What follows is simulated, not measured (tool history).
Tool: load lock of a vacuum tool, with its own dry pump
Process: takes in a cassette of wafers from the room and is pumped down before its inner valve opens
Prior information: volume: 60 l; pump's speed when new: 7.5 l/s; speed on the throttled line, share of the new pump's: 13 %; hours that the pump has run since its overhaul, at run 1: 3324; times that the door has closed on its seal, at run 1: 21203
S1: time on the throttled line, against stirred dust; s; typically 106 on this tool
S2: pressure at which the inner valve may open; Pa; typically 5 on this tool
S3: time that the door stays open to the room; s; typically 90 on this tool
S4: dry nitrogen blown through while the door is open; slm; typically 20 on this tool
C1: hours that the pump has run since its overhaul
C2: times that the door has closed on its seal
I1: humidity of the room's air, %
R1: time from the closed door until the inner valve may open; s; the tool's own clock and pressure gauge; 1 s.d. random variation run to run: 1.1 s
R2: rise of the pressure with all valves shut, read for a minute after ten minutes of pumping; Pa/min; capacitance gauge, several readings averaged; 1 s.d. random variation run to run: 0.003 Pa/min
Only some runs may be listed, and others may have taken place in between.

run	hour	S1	S2	S3	S4	C1	C2	I1	R1	R2
1	0.0	106	5	90	20	3324	21203	43.6	171.5	0.024
2	129.1	106	5	90	20	3453	21402	43.6	172.9	0.017
3	281.8	106	5	90	20	3606	21637	44.1	170.8	0.025
4	408.2	106	5	90	20	3733	21832	43.9	173.4	0.021
5	649.2	106	5	90	20	3974	22204	46.0	172.9	0.020
6	907.2	106	5	90	20	4232	22601	47.1	173.6	0.024
7	1062.8	106	5	90	20	4387	22841	47.3	170.1	0.021
# hour 1153.1: door's seal changed, seat wiped
8	1251.7	106	5	90	20	4575	152	44.1	171.7	0.017
9	1412.7	106	5	90	20	4736	400	45.4	171.6	0.016
10	1703.7	106	5	90	20	5027	849	41.3	172.1	0.020
11	1852.3	106	5	90	20	5175	1078	48.6	174.1	0.025
12	2070.0	106	5	90	20	5393	1413	43.5	174.2	0.017
13	2249.7	106	5	90	22	5573	1690	45.5	172.6	0.020
14	2471.5	106	5	90	22	5794	2032	45.1	172.2	0.023
15	2736.0	106	5	90	22	6059	2440	43.1	171.3	0.019
16	2891.1	106	5	90	22	6214	2679	45.8	173.1	0.022
17	3057.5	106	9	90	20	6380	2935	43.8	166.4	0.012
18	3190.3	106	9	90	20	6513	3140	42.7	166.1	0.016
19	3418.6	106	9	90	20	6741	3492	40.8	167.5	0.023
20	3625.5	106	9	90	20	6948	3810	45.4	169.5	0.023
21	3765.5	157	5	90	20	7088	4026	45.7	216.0	0.021

The next listed run, before its measurement:
22	4050.4	157	5	90	20	7373	4465	43.9	?	?

Run 22 gave R1 217.2 s, R2 0.015 Pa/min.
With no hidden state in the tool, this same run would have given R1 217.2 s, R2 0.015 Pa/min.
